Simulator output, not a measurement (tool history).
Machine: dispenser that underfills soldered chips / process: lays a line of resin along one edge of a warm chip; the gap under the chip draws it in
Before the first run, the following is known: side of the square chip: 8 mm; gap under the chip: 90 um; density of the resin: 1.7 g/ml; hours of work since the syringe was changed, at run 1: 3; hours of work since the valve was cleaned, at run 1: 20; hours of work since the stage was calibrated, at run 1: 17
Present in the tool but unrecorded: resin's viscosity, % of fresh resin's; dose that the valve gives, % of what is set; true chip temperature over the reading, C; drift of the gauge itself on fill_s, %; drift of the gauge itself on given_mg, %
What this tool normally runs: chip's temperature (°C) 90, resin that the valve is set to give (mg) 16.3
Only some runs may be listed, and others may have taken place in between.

run	hour	chip's temperature (°C)	resin that the valve is set to give (mg)	hours of work since the syringe was changed	hours of work since the valve was cleaned	hours of work since the stage was calibrated	time until the resin shows at the far edge (s)	resin that the valve gave (mg)
1	0	90	16.3	3	20	17	38.8	16.01
# hour 5.8: new syringe of resin
2	8.9	90	16.3	2	25	22	37.6	16.02
# hour 15.9: new syringe of resin
3	19.8	90	16.3	2	32	29	38.4	16.05
# hour 25.4: new syringe of resin
4	32.8	76	16.3	5	40	37	76.1	15.82
# hour 34.7: new syringe of resin
# hour 44.4: new syringe of resin
5	45.7	90	14.6	1	48	45	37.9	14.19
# hour 54.4: new syringe of resin
6	58.4	90	16.3	3	56	53	39.5	15.73
# hour 63.8: new syringe of resin
7	66.3	90	15.7	2	61	58	38.1	15.13
# hour 72.9: new syringe of resin
8	75.2	90	16.3	1	66	63	38.1	15.66
# hour 82.4: new syringe of resin
9	82.4	90	16.3	0	71	68	35.5	15.63
# hour 91.8: new syringe of resin
10	95.3	90	16.3	2	79	76	37.3	15.66
# hour 101.2: new syringe of resin
11	107.4	90	17.3	4	86	83	40.5	16.43
# hour 110.9: new syringe of resin
12	115.5	90	17.3	3	91	88	39.3	16.47
# hour 120.1: new syringe of resin
13	126.9	93	20.4	4	99	96	35.9	19.2
# hour 129.6: dispensing valve cleaned and set on the balance
# hour 130.9: new syringe of resin
14	138.7	90	19.6	5	6	102	40.7	19.51
# hour 140.7: new syringe of resin
15	148.7	79	17.6	5	12	108	69.2	17.45
# hour 150.5: new syringe of resin
# hour 160.3: new syringe of resin
16	160.9	79	17.6	0	19	116	57.8	17.42
17	167.6	79	17.6	5	23	120	66.7	17.4
# hour 170.2: new syringe of resin
18	178.9	105	17.8	6	31	127	23.2	17.46
# hour 179.7: new syringe of resin
# hour 189.5: new syringe of resin
19	191.2	100	18	1	38	135	24.5	17.66
# hour 199.5: new syringe of resin
20	203.6	100	18	3	46	142	25.2	17.42
# hour 209.2: new syringe of resin
21	211	90	17.6	1	50	147	37.6	17.06
# hour 219.4: new syringe of resin
22	220.5	90	17.6	1	56	153	35.6	16.96

Take each entry between the runs: how does the hidden state at the last listed run before it differ from the hidden state at the first listed run after it?
From run 1 to run 2: new syringe of resin (hour 5.8)
  resin's viscosity, % of fresh resin's: 108.2 -> 105.7; dose that the valve gives, % of what is set: 98.58 -> 98.31; true chip temperature over the reading, C: 0.22 -> 0.2
  difference, measured minus the result without the unlogged condition, time until the resin shows at the far edge (s): +2.7 -> +1.8; resin that the valve gave (mg): -0.23 -> -0.28
From run 2 to run 3: new syringe of resin (hour 15.9)
  resin's viscosity, % of fresh resin's: 105.7 -> 109.3; dose that the valve gives, % of what is set: 98.31 -> 97.94; true chip temperature over the reading, C: 0.2 -> 0.19
  difference, measured minus the result without the unlogged condition, time until the resin shows at the far edge (s): +1.8 -> +3; resin that the valve gave (mg): -0.28 -> -0.34
From run 3 to run 4: new syringe of resin (hour 25.4)
  resin's viscosity, % of fresh resin's: 109.3 -> 116.3; dose that the valve gives, % of what is set: 97.94 -> 97.46; true chip temperature over the reading, C: 0.19 -> 0.17
  difference, measured minus the result without the unlogged condition, time until the resin shows at the far edge (s): +3 -> +10.4; resin that the valve gave (mg): -0.34 -> -0.41
From run 4 to run 5: new syringe of resin (hour 34.7); new syringe of resin (hour 44.4)
  resin's viscosity, % of fresh resin's: 116.3 -> 102.4; dose that the valve gives, % of what is set: 97.46 -> 97.05; true chip temperature over the reading, C: 0.17 -> 0.16
  difference, measured minus the result without the unlogged condition, time until the resin shows at the far edge (s): +10.4 -> +0.8; resin that the valve gave (mg): -0.41 -> -0.43
From run 5 to run 6: new syringe of resin (hour 54.4)
  resin's viscosity, % of fresh resin's: 102.4 -> 110.1; dose that the valve gives, % of what is set: 97.05 -> 96.61; true chip temperature over the reading, C: 0.16 -> 0.14
  difference, measured minus the result without the unlogged condition, time until the resin shows at the far edge (s): +0.8 -> +3.5; resin that the valve gave (mg): -0.43 -> -0.55
From run 6 to run 7: new syringe of resin (hour 63.8)
  resin's viscosity, % of fresh resin's: 110.1 -> 105.4; dose that the valve gives, % of what is set: 96.61 -> 96.36; true chip temperature over the reading, C: 0.14 -> 0.13
  difference, measured minus the result without the unlogged condition, time until the resin shows at the far edge (s): +3.5 -> +1.9; resin that the valve gave (mg): -0.55 -> -0.57
From run 7 to run 8: new syringe of resin (hour 72.9)
  resin's viscosity, % of fresh resin's: 105.4 -> 104.3; dose that the valve gives, % of what is set: 96.36 -> 96.11; true chip temperature over the reading, C: 0.13 -> 0.12
  difference, measured minus the result without the unlogged condition, time until the resin shows at the far edge (s): +1.9 -> +1.5; resin that the valve gave (mg): -0.57 -> -0.64
From run 8 to run 9: new syringe of resin (hour 82.4)
  resin's viscosity, % of fresh resin's: 104.3 -> 100.6; dose that the valve gives, % of what is set: 96.11 -> 95.88; true chip temperature over the reading, C: 0.12 -> 0.11
  difference, measured minus the result without the unlogged condition, time until the resin shows at the far edge (s): +1.5 -> +0.2; resin that the valve gave (mg): -0.64 -> -0.67
From run 9 to run 10: new syringe of resin (hour 91.8)
  resin's viscosity, % of fresh resin's: 100.6 -> 105.6; dose that the valve gives, % of what is set: 95.88 -> 95.47; true chip temperature over the reading, C: 0.11 -> 0.09
  difference, measured minus the result without the unlogged condition, time until the resin shows at the far edge (s): +0.2 -> +2; resin that the valve gave (mg): -0.67 -> -0.74
From run 10 to run 11: new syringe of resin (hour 101.2)
  resin's viscosity, % of fresh resin's: 105.6 -> 114.5; dose that the valve gives, % of what is set: 95.47 -> 95.05; true chip temperature over the reading, C: 0.09 -> 0.08
  difference, measured minus the result without the unlogged condition, time until the resin shows at the far edge (s): +2 -> +5.2; resin that the valve gave (mg): -0.74 -> -0.85
From run 11 to run 12: new syringe of resin (hour 110.9)
  resin's viscosity, % of fresh resin's: 114.5 -> 110.3; dose that the valve gives, % of what is set: 95.05 -> 94.79; true chip temperature over the reading, C: 0.08 -> 0.07
  difference, measured minus the result without the unlogged condition, time until the resin shows at the far edge (s): +5.2 -> +3.8; resin that the valve gave (mg): -0.85 -> -0.91
From run 12 to run 13: new syringe of resin (hour 120.1)
  resin's viscosity, % of fresh resin's: 110.3 -> 116; dose that the valve gives, % of what is set: 94.79 -> 94.39; true chip temperature over the reading, C: 0.07 -> 0.05
  difference, measured minus the result without the unlogged condition, time until the resin shows at the far edge (s): +3.8 -> +5.1; resin that the valve gave (mg): -0.91 -> -1.14
From run 13 to run 14: dispensing valve cleaned and set on the balance (hour 129.6); new syringe of resin (hour 130.9)
  resin's viscosity, % of fresh resin's: 116 -> 117; dose that the valve gives, % of what is set: 94.39 -> 99.4; true chip temperature over the reading, C: 0.05 -> 0.04
  difference, measured minus the result without the unlogged condition, time until the resin shows at the far edge (s): +5.1 -> +5.9; resin that the valve gave (mg): -1.14 -> -0.12
From run 14 to run 15: new syringe of resin (hour 140.7)
  resin's viscosity, % of fresh resin's: 117 -> 117.5; dose that the valve gives, % of what is set: 99.4 -> 99.08; true chip temperature over the reading, C: 0.04 -> 0.02
  difference, measured minus the result without the unlogged condition, time until the resin shows at the far edge (s): +5.9 -> +10.3; resin that the valve gave (mg): -0.12 -> -0.17
From run 15 to run 16: new syringe of resin (hour 150.5); new syringe of resin (hour 160.3)
  resin's viscosity, % of fresh resin's: 117.5 -> 100.8; dose that the valve gives, % of what is set: 99.08 -> 98.7; true chip temperature over the reading, C: 0.02 -> 0.01
  difference, measured minus the result without the unlogged condition, time until the resin shows at the far edge (s): +10.3 -> +0.5; resin that the valve gave (mg): -0.17 -> -0.23
From run 17 to run 18: new syringe of resin (hour 170.2)
  resin's viscosity, % of fresh resin's: 115.1 -> 118.4; dose that the valve gives, % of what is set: 98.45 -> 98.05; true chip temperature over the reading, C: 0 -> -0.02
  difference, measured minus the result without the unlogged condition, time until the resin shows at the far edge (s): +8.8 -> +3.7; resin that the valve gave (mg): -0.27 -> -0.34
From run 18 to run 19: new syringe of resin (hour 179.7); new syringe of resin (hour 189.5)
  resin's viscosity, % of fresh resin's: 118.4 -> 103.7; dose that the valve gives, % of what is set: 98.05 -> 97.67; true chip temperature over the reading, C: -0.02 -> -0.03
  difference, measured minus the result without the unlogged condition, time until the resin shows at the far edge (s): +3.7 -> +0.9; resin that the valve gave (mg): -0.34 -> -0.42
From run 19 to run 20: new syringe of resin (hour 199.5)
  resin's viscosity, % of fresh resin's: 103.7 -> 108.7; dose that the valve gives, % of what is set: 97.67 -> 97.24; true chip temperature over the reading, C: -0.03 -> -0.05
  difference, measured minus the result without the unlogged condition, time until the resin shows at the far edge (s): +0.9 -> +2.2; resin that the valve gave (mg): -0.42 -> -0.5
From run 20 to run 21: new syringe of resin (hour 209.2)
  resin's viscosity, % of fresh resin's: 108.7 -> 102.2; dose that the valve gives, % of what is set: 97.24 -> 97.02; true chip temperature over the reading, C: -0.05 -> -0.06
  difference, measured minus the result without the unlogged condition, time until the resin shows at the far edge (s): +2.2 -> +1; resin that the valve gave (mg): -0.5 -> -0.52
From run 21 to run 22: new syringe of resin (hour 219.4)
  resin's viscosity, % of fresh resin's: 102.2 -> 101.5; dose that the valve gives, % of what is set: 97.02 -> 96.7; true chip temperature over the reading, C: -0.06 -> -0.07
  difference, measured minus the result without the unlogged condition, time until the resin shows at the far edge (s): +1 -> +0.7; resin that the valve gave (mg): -0.52 -> -0.57
